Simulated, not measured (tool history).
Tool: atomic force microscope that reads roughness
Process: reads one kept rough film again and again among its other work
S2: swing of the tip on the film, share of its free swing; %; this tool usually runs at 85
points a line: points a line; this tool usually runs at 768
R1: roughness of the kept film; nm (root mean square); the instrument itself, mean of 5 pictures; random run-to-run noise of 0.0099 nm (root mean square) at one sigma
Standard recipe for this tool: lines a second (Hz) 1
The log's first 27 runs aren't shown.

Run 28, hour 639.4: usual settings but lines a second (Hz) 3.06, S2 66 %, points a line 333. Result: R1 1.829 nm (root mean square).
Run 29, hour 656.1: usual settings but lines a second (Hz) 1.25, S2 76 %. Result: R1 1.864 nm (root mean square).
At hour 675.1: new tip fitted.
Run 30, hour 683.2: usual settings but lines a second (Hz) 1.25, S2 76 %. Result: R1 2.287 nm (root mean square).
Run 31, hour 714.9: usual settings but lines a second (Hz) 2.31, S2 68 %, points a line 272. Result: R1 2.113 nm (root mean square).
Run 32, hour 728.6: usual settings but lines a second (Hz) 0.83, S2 68 %, points a line 272. Result: R1 2.215 nm (root mean square).
Run 33, hour 751.8: usual settings but lines a second (Hz) 0.83, S2 68 %, points a line 272. Result: R1 2.148 nm (root mean square).
Run 34, hour 771.7: usual settings but lines a second (Hz) 0.75, S2 90 %, points a line 272. Result: R1 1.952 nm (root mean square).
Run 35, hour 786.8: usual settings but S2 88 %, points a line 314. Result: R1 1.87 nm (root mean square).
Run 36, hour 802.8: usual settings but S2 88 %, points a line 314. Result: R1 1.831 nm (root mean square).
Run 37, hour 832.7: usual settings but lines a second (Hz) 2.94, S2 88 %, points a line 314. Result: R1 1.405 nm (root mean square).
At hour 844.5: new tip fitted.
Run 38, hour 859.7: usual settings but lines a second (Hz) 1.9, S2 88 %, points a line 314. Result: R1 1.941 nm (root mean square).
Run 39, hour 890.6: usual settings but lines a second (Hz) 0.62, S2 69 %, points a line 341. Result: R1 2.27 nm (root mean square).
Run 40, hour 915.8: usual settings but lines a second (Hz) 0.62, S2 69 %, points a line 341. Result: R1 2.208 nm (root mean square).
Run 41, hour 946.1: usual settings but S2 88 %, points a line 565. Result: R1 1.92 nm (root mean square).
Run 42, hour 962.9: usual settings but lines a second (Hz) 0.5, points a line 306. Result: R1 1.998 nm (root mean square).
Run 43, hour 978: usual settings but lines a second (Hz) 3.16, S2 74 %, points a line 290. Result: R1 1.675 nm (root mean square).

What if the next run were any one of these 5? Each begins from the tool's condition after run 43:
Run A, hour 997.4: usual settings but lines a second (Hz) 0.98, S2 69 %. Result: R1 ?.
Run B, hour 997.4: usual settings but lines a second (Hz) 3.16, S2 66 %, points a line 441. Result: R1 ?.
Run C, hour 997.4: usual settings but lines a second (Hz) 1.96, S2 83 %, points a line 569. Result: R1 ?.
Run D, hour 997.4: usual settings but lines a second (Hz) 3.16, S2 61 %, points a line 866. Result: R1 ?.
Run E, hour 997.4: usual settings but lines a second (Hz) 3.88, S2 74 %. Result: R1 ?.

run     R1
  A  1.938
  B  1.781
  C  1.664
  D  1.853
  E  1.599
What these runs would have given with no unlogged condition in the tool:
run     R1
  A  2.416
  B  2.222
  C  2.075
  D   2.31
  E  1.995
